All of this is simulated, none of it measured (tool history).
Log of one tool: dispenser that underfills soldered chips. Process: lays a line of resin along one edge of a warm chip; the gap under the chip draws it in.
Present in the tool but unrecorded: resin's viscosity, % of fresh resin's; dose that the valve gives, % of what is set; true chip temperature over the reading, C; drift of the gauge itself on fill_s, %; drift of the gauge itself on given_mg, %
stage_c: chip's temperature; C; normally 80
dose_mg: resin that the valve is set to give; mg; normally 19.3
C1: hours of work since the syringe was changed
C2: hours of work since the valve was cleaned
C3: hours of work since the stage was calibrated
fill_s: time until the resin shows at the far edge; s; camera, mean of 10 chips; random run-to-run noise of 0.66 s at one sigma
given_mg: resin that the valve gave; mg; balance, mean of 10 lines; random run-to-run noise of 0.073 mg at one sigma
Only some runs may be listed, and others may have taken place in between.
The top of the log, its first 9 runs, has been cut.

{"day": 3.054, "done": "new syringe of resin"}
{"day": 3.375, "done": "new syringe of resin"}
{"run": 10, "day": 3.446, "stage_c": 80, "dose_mg": 19.3, "C1": 1, "C2": 10, "C3": 115, "fill_s": 62.3, "given_mg": 19.0}
{"day": 3.692, "done": "new syringe of resin"}
{"run": 11, "day": 3.867, "stage_c": 80, "dose_mg": 25.0, "C1": 3, "C2": 17, "C3": 122, "fill_s": 70.0, "given_mg": 24.58}
{"day": 4.012, "done": "new syringe of resin"}
{"run": 12, "day": 4.138, "stage_c": 80, "dose_mg": 25.0, "C1": 2, "C2": 22, "C3": 126, "fill_s": 64.5, "given_mg": 24.57}
{"day": 4.346, "done": "new syringe of resin"}
{"run": 13, "day": 4.621, "stage_c": 80, "dose_mg": 17.9, "C1": 5, "C2": 30, "C3": 134, "fill_s": 79.5, "given_mg": 17.43}
{"day": 4.679, "done": "new syringe of resin"}
{"day": 5.0, "done": "new syringe of resin"}
{"run": 14, "day": 5.121, "stage_c": 80, "dose_mg": 23.3, "C1": 2, "C2": 38, "C3": 142, "fill_s": 66.4, "given_mg": 22.63}
{"day": 5.333, "done": "new syringe of resin"}
{"run": 15, "day": 5.6, "stage_c": 80, "dose_mg": 23.3, "C1": 5, "C2": 46, "C3": 150, "fill_s": 75.6, "given_mg": 22.39}
{"day": 5.675, "done": "new syringe of resin"}
{"day": 5.996, "done": "new syringe of resin"}
{"run": 16, "day": 6.012, "stage_c": 80, "dose_mg": 19.3, "C1": 0, "C2": 53, "C3": 157, "fill_s": 59.3, "given_mg": 18.49}
{"day": 6.312, "done": "new syringe of resin"}
{"run": 17, "day": 6.471, "stage_c": 73, "dose_mg": 19.3, "C1": 3, "C2": 60, "C3": 165, "fill_s": 86.6, "given_mg": 18.35}
{"day": 6.658, "done": "new syringe of resin"}
{"run": 18, "day": 6.754, "stage_c": 78, "dose_mg": 19.3, "C1": 2, "C2": 65, "C3": 169, "fill_s": 65.9, "given_mg": 18.34}
{"day": 6.979, "done": "new syringe of resin"}
{"run": 19, "day": 6.992, "stage_c": 76, "dose_mg": 16.6, "C1": 0, "C2": 69, "C3": 173, "fill_s": 68.8, "given_mg": 15.83}
{"day": 7.3, "done": "new syringe of resin"}
{"run": 20, "day": 7.467, "stage_c": 86, "dose_mg": 16.7, "C1": 3, "C2": 77, "C3": 181, "fill_s": 59.1, "given_mg": 15.68}
{"day": 7.621, "done": "new syringe of resin"}
{"day": 7.962, "done": "new syringe of resin"}
{"run": 21, "day": 8.004, "stage_c": 86, "dose_mg": 16.7, "C1": 1, "C2": 86, "C3": 190, "fill_s": 52.7, "given_mg": 15.57}
{"day": 8.312, "done": "new syringe of resin"}
{"run": 22, "day": 8.371, "stage_c": 77, "dose_mg": 17.5, "C1": 1, "C2": 92, "C3": 196, "fill_s": 68.4, "given_mg": 16.34}
{"day": 8.633, "done": "new syringe of resin"}
{"run": 23, "day": 8.833, "stage_c": 77, "dose_mg": 17.5, "C1": 3, "C2": 99, "C3": 204, "fill_s": 78.5, "given_mg": 16.07}
{"day": 8.95, "done": "new syringe of resin"}
{"day": 9.279, "done": "new syringe of resin"}
{"run": 24, "day": 9.333, "stage_c": 72, "dose_mg": 19.3, "C1": 1, "C2": 108, "C3": 212, "fill_s": 79.4, "given_mg": 17.76}
{"day": 9.567, "done": "dispensing valve cleaned and set on the balance"}
{"run": 25, "day": 9.604, "stage_c": 72, "dose_mg": 19.3, "C1": 5, "C2": 1, "C3": 216, "fill_s": 96.5, "given_mg": 19.25}
{"day": 9.658, "done": "new syringe of resin"}
{"run": 26, "day": 9.921, "stage_c": 84, "dose_mg": 16.8, "C1": 5, "C2": 6, "C3": 221, "fill_s": 69.2, "given_mg": 16.72}
{"day": 10.004, "done": "new syringe of resin"}
{"day": 10.338, "done": "new syringe of resin"}
{"run": 27, "day": 10.458, "stage_c": 74, "dose_mg": 20.2, "C1": 2, "C2": 15, "C3": 230, "fill_s": 75.9, "given_mg": 19.9}
{"day": 10.65, "done": "new syringe of resin"}
{"run": 28, "day": 10.833, "stage_c": 76, "dose_mg": 23.9, "C1": 3, "C2": 21, "C3": 236, "fill_s": 78.9, "given_mg": 23.42}
{"day": 10.983, "done": "new syringe of resin"}
{"run": 29, "day": 11.112, "stage_c": 86, "dose_mg": 23.5, "C1": 2, "C2": 25, "C3": 241, "fill_s": 53.9, "given_mg": 23.08}
{"day": 11.304, "done": "new syringe of resin"}
{"day": 11.621, "done": "new syringe of resin"}
{"run": 30, "day": 11.621, "stage_c": 86, "dose_mg": 23.5, "C1": 0, "C2": 34, "C3": 249, "fill_s": 45.8, "given_mg": 22.98}
{"run": 31, "day": 11.9, "stage_c": 83, "dose_mg": 20.2, "C1": 5, "C2": 39, "C3": 254, "fill_s": 67.1, "given_mg": 19.63}
{"day": 11.938, "done": "new syringe of resin"}
{"run": 32, "day": 12.208, "stage_c": 66, "dose_mg": 17.5, "C1": 5, "C2": 44, "C3": 259, "fill_s": 117.6, "given_mg": 16.88}
{"day": 12.267, "done": "new syringe of resin"}
{"day": 12.604, "done": "new syringe of resin"}
{"run": 33, "day": 12.667, "stage_c": 92, "dose_mg": 19.3, "C1": 1, "C2": 51, "C3": 266, "fill_s": 44.6, "given_mg": 18.45}
{"day": 12.929, "done": "new syringe of resin"}
{"run": 34, "day": 13.154, "stage_c": 92, "dose_mg": 21.7, "C1": 4, "C2": 59, "C3": 275, "fill_s": 50.9, "given_mg": 20.72}

Below are 4 alternative next runs, each starting from the tool's condition after run 34. Predict each:
{"day": 13.25, "done": "new syringe of resin"}
{"day": 13.571, "done": "new syringe of resin"}
{"run": "A", "day": 13.588, "stage_c": 74, "dose_mg": 17.4, "C1": 0, "C2": 66, "C3": 282, "fill_s": "?", "given_mg": "?"}
{"day": 13.25, "done": "new syringe of resin"}
{"day": 13.571, "done": "new syringe of resin"}
{"run": "B", "day": 13.588, "stage_c": 93, "dose_mg": 23.8, "C1": 0, "C2": 66, "C3": 282, "fill_s": "?", "given_mg": "?"}
{"day": 13.25, "done": "new syringe of resin"}
{"day": 13.571, "done": "new syringe of resin"}
{"run": "C", "day": 13.588, "stage_c": 68, "dose_mg": 21.7, "C1": 0, "C2": 66, "C3": 282, "fill_s": "?", "given_mg": "?"}
{"day": 13.25, "done": "new syringe of resin"}
{"day": 13.571, "done": "new syringe of resin"}
{"run": "D", "day": 13.588, "stage_c": 85, "dose_mg": 21.7, "C1": 0, "C2": 66, "C3": 282, "fill_s": "?", "given_mg": "?"}

run=A fill_s=70.7 given_mg=16.53
run=B fill_s=39.2 given_mg=22.51
run=C fill_s=82.2 given_mg=20.72
run=D fill_s=50.4 given_mg=20.59
What these runs would have given with no unlogged condition in the tool:
run=A fill_s=72.3 given_mg=17.41
run=B fill_s=40.2 given_mg=23.71
run=C fill_s=84.8 given_mg=21.82
run=D fill_s=51.8 given_mg=21.68

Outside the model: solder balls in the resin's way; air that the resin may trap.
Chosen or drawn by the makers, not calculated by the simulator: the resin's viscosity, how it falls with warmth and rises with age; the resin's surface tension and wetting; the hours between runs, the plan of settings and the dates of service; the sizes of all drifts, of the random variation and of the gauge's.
